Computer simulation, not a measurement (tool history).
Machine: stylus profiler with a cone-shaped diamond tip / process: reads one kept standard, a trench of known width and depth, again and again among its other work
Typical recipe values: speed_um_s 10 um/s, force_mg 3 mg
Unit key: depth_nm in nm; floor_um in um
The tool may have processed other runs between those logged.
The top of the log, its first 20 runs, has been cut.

run 21 day=37.667 | speed_um_s=14 force_mg=1.91 | depth_nm=202.38 floor_um=26.17
run 22 day=39.433 | speed_um_s=14 force_mg=1.91 | depth_nm=202.45 floor_um=26.17
run 23 day=40.571 | speed_um_s=36 force_mg=1.03 | depth_nm=202.08 floor_um=25.93
run 24 day=41.85 | speed_um_s=5 force_mg=2.25 | depth_nm=202.46 floor_um=26.22
run 25 day=44.321 | speed_um_s=8 force_mg=1.18 | depth_nm=201.96 floor_um=26.11
run 26 day=46.796 | speed_um_s=8 force_mg=1.18 | depth_nm=202.22 floor_um=26.06
run 27 day=47.892 | speed_um_s=13 force_mg=1.05 | depth_nm=201.83 floor_um=26.04
run 28 day=49.758 | speed_um_s=16 force_mg=3.49 | depth_nm=203.26 floor_um=26.08

Expected results for the next run?
run 29 day=51.979 | speed_um_s=14 force_mg=1.73 | depth_nm=? floor_um=?

{"run 29": {"depth_nm": 202.39, "floor_um": 26.01}}
Were there no unlogged condition in the tool, this run, its random variation unchanged, would have produced depth_nm 201.44 nm, floor_um 27.09 um.

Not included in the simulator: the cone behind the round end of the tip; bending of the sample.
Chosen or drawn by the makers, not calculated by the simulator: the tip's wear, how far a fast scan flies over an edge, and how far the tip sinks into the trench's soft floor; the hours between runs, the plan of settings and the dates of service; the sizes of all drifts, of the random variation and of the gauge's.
